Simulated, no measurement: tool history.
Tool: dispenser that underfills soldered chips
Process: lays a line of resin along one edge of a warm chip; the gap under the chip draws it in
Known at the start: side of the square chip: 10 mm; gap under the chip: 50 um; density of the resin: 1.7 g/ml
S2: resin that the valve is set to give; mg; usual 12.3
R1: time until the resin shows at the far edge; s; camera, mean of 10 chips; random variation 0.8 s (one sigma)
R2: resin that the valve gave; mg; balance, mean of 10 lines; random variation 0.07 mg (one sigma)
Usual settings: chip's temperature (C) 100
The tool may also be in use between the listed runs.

{"run": 1, "day": 0.0, "chip's temperature (C)": 100, "S2": 12.3, "R1": 81.8, "R2": 11.85}
{"run": 2, "day": 0.129, "chip's temperature (C)": 100, "S2": 12.3, "R1": 92.2, "R2": 11.78}
{"run": 3, "day": 0.408, "chip's temperature (C)": 100, "S2": 10.8, "R1": 84.3, "R2": 10.25}
{"run": 4, "day": 0.571, "chip's temperature (C)": 100, "S2": 10.8, "R1": 95.8, "R2": 10.19}
{"run": 5, "day": 0.817, "chip's temperature (C)": 100, "S2": 10.8, "R1": 84.1, "R2": 10.16}
{"run": 6, "day": 1.004, "chip's temperature (C)": 100, "S2": 12.3, "R1": 92.5, "R2": 12.24}
{"run": 7, "day": 1.133, "chip's temperature (C)": 100, "S2": 12.3, "R1": 75.9, "R2": 12.27}
{"run": 8, "day": 1.312, "chip's temperature (C)": 111, "S2": 12.3, "R1": 55.8, "R2": 12.29}
{"run": 9, "day": 1.533, "chip's temperature (C)": 100, "S2": 12.3, "R1": 77.3, "R2": 12.11}
{"run": 10, "day": 1.646, "chip's temperature (C)": 100, "S2": 12.3, "R1": 84.7, "R2": 12.23}
{"run": 11, "day": 1.925, "chip's temperature (C)": 100, "S2": 14.2, "R1": 72.4, "R2": 13.75}
{"run": 12, "day": 2.192, "chip's temperature (C)": 100, "S2": 14.2, "R1": 89.5, "R2": 13.9}
{"run": 13, "day": 2.325, "chip's temperature (C)": 114, "S2": 14.2, "R1": 44.1, "R2": 13.76}
{"run": 14, "day": 2.488, "chip's temperature (C)": 114, "S2": 14.2, "R1": 49.9, "R2": 13.9}
{"run": 15, "day": 2.679, "chip's temperature (C)": 114, "S2": 14.2, "R1": 41.8, "R2": 13.68}
{"run": 16, "day": 2.942, "chip's temperature (C)": 97, "S2": 10.8, "R1": 109.9, "R2": 10.48}
{"run": 17, "day": 3.175, "chip's temperature (C)": 101, "S2": 10.7, "R1": 82.9, "R2": 10.29}
{"run": 18, "day": 3.379, "chip's temperature (C)": 110, "S2": 11.5, "R1": 65.9, "R2": 11.1}
{"run": 19, "day": 3.55, "chip's temperature (C)": 110, "S2": 11.5, "R1": 53.8, "R2": 11.01}
{"run": 20, "day": 3.717, "chip's temperature (C)": 110, "S2": 11.5, "R1": 61.2, "R2": 10.96}
{"run": 21, "day": 3.875, "chip's temperature (C)": 99, "S2": 11.3, "R1": 82.8, "R2": 10.68}
{"run": 22, "day": 3.983, "chip's temperature (C)": 99, "S2": 11.3, "R1": 91.2, "R2": 10.79}
{"run": 23, "day": 4.221, "chip's temperature (C)": 99, "S2": 11.3, "R1": 79.5, "R2": 10.62}
{"run": 24, "day": 4.529, "chip's temperature (C)": 100, "S2": 13.5, "R1": 91.1, "R2": 13.54}
{"run": 25, "day": 4.767, "chip's temperature (C)": 108, "S2": 12.1, "R1": 58.6, "R2": 11.97}
{"run": 26, "day": 5.046, "chip's temperature (C)": 107, "S2": 13.7, "R1": 55.4, "R2": 13.46}
{"run": 27, "day": 5.258, "chip's temperature (C)": 89, "S2": 12.8, "R1": 140.4, "R2": 12.45}
{"run": 28, "day": 5.533, "chip's temperature (C)": 106, "S2": 15, "R1": 61.4, "R2": 14.72}
{"run": 29, "day": 5.662, "chip's temperature (C)": 106, "S2": 15, "R1": 69.3, "R2": 14.57}
{"run": 30, "day": 5.85, "chip's temperature (C)": 101, "S2": 12.5, "R1": 72.6, "R2": 12.07}

Taken out of this log: 17 entries between the listed runs. Where each belongs, and how the hidden state differs across it:
Between runs 2 and 3: new syringe of resin (day 0.283)
  resin's viscosity, % of fresh resin's: 122.5 -> 110.7; dose that the valve gives, % of what is set: 95.36 -> 94.88; true chip temperature over the reading, C: 0.23 -> 0.27
  measured less the result without the state, R1: +17 -> +8.7 s; R2: -0.57 -> -0.56 mg
Between runs 4 and 5: new syringe of resin (day 0.671)
  resin's viscosity, % of fresh resin's: 126.5 -> 111.9; dose that the valve gives, % of what is set: 94.57 -> 94.18; true chip temperature over the reading, C: 0.29 -> 0.32
  measured less the result without the state, R1: +20.7 -> +9.6 s; R2: -0.59 -> -0.62 mg
Between runs 5 and 6: dispensing valve cleaned and set on the balance (day 0.996)
  resin's viscosity, % of fresh resin's: 111.9 -> 126.4; dose that the valve gives, % of what is set: 94.18 -> 99.82; true chip temperature over the reading, C: 0.32 -> 0.34
  measured less the result without the state, R1: +9.6 -> +18.4 s; R2: -0.62 -> -0.02 mg
Between runs 6 and 7: new syringe of resin (day 1.092)
  resin's viscosity, % of fresh resin's: 126.4 -> 103.4; dose that the valve gives, % of what is set: 99.82 -> 99.6; true chip temperature over the reading, C: 0.34 -> 0.35
  measured less the result without the state, R1: +18.4 -> +1.5 s; R2: -0.02 -> -0.05 mg
Between runs 8 and 9: new syringe of resin (day 1.475)
  resin's viscosity, % of fresh resin's: 120.2 -> 105.4; dose that the valve gives, % of what is set: 99.23 -> 98.88; true chip temperature over the reading, C: 0.38 -> 0.4
  measured less the result without the state, R1: +8.7 -> +2.9 s; R2: -0.1 -> -0.14 mg
Between runs 10 and 11: new syringe of resin (day 1.862)
  resin's viscosity, % of fresh resin's: 115.8 -> 102.9; dose that the valve gives, % of what is set: 98.67 -> 98.16; true chip temperature over the reading, C: 0.42 -> 0.46
  measured less the result without the state, R1: +10.5 -> +0.8 s; R2: -0.17 -> -0.26 mg
Between runs 12 and 13: new syringe of resin (day 2.25)
  resin's viscosity, % of fresh resin's: 128.4 -> 108.2; dose that the valve gives, % of what is set: 97.63 -> 97.39; true chip temperature over the reading, C: 0.49 -> 0.51
  measured less the result without the state, R1: +18.5 -> +2.6 s; R2: -0.34 -> -0.37 mg
Between runs 14 and 15: new syringe of resin (day 2.638)
  resin's viscosity, % of fresh resin's: 123.6 -> 102.9; dose that the valve gives, % of what is set: 97.08 -> 96.74; true chip temperature over the reading, C: 0.53 -> 0.55
  measured less the result without the state, R1: +8.8 -> +0.4 s; R2: -0.42 -> -0.47 mg
Between runs 16 and 17: new syringe of resin (day 3.029)
  resin's viscosity, % of fresh resin's: 127.8 -> 112.2; dose that the valve gives, % of what is set: 96.23 -> 95.81; true chip temperature over the reading, C: 0.59 -> 0.61
  measured less the result without the state, R1: +22.8 -> +8.3 s; R2: -0.41 -> -0.45 mg
Between runs 18 and 19: new syringe of resin (day 3.417)
  resin's viscosity, % of fresh resin's: 132.9 -> 109.1; dose that the valve gives, % of what is set: 95.44 -> 95.12; true chip temperature over the reading, C: 0.64 -> 0.66
  measured less the result without the state, R1: +15.6 -> +3.9 s; R2: -0.53 -> -0.56 mg
Between runs 20 and 21: new syringe of resin (day 3.804)
  resin's viscosity, % of fresh resin's: 125.3 -> 107.2; dose that the valve gives, % of what is set: 94.8 -> 94.53; true chip temperature over the reading, C: 0.68 -> 0.7
  measured less the result without the state, R1: +11.7 -> +4.6 s; R2: -0.6 -> -0.61 mg
Between runs 22 and 23: new syringe of resin (day 4.204)
  resin's viscosity, % of fresh resin's: 117.5 -> 103.3; dose that the valve gives, % of what is set: 94.33 -> 93.94; true chip temperature over the reading, C: 0.71 -> 0.74
  measured less the result without the state, R1: +12.6 -> +1.6 s; R2: -0.64 -> -0.69 mg
Between runs 23 and 24: dispensing valve cleaned and set on the balance (day 4.358)
  resin's viscosity, % of fresh resin's: 103.3 -> 128.8; dose that the valve gives, % of what is set: 93.94 -> 99.52; true chip temperature over the reading, C: 0.74 -> 0.77
  measured less the result without the state, R1: +1.6 -> +18.1 s; R2: -0.69 -> -0.06 mg
Between runs 24 and 25: new syringe of resin (day 4.625)
  resin's viscosity, % of fresh resin's: 128.8 -> 113.6; dose that the valve gives, % of what is set: 99.52 -> 99.11; true chip temperature over the reading, C: 0.77 -> 0.81
  measured less the result without the state, R1: +18.1 -> +5.4 s; R2: -0.06 -> -0.11 mg
Between runs 25 and 26: new syringe of resin (day 5.017)
  resin's viscosity, % of fresh resin's: 113.6 -> 103.8; dose that the valve gives, % of what is set: 99.11 -> 98.62; true chip temperature over the reading, C: 0.81 -> 0.84
  measured less the result without the state, R1: +5.4 -> +0.3 s; R2: -0.11 -> -0.19 mg
Between runs 27 and 28: new syringe of resin (day 5.4)
  resin's viscosity, % of fresh resin's: 123.6 -> 112.1; dose that the valve gives, % of what is set: 98.19 -> 97.69; true chip temperature over the reading, C: 0.87 -> 0.9
  measured less the result without the state, R1: +22.8 -> +4.7 s; R2: -0.23 -> -0.35 mg
Between runs 29 and 30: new syringe of resin (day 5.788)
  resin's viscosity, % of fresh resin's: 124.9 -> 105; dose that the valve gives, % of what is set: 97.44 -> 97.08; true chip temperature over the reading, C: 0.92 -> 0.94
  measured less the result without the state, R1: +11.8 -> +1.2 s; R2: -0.39 -> -0.37 mg
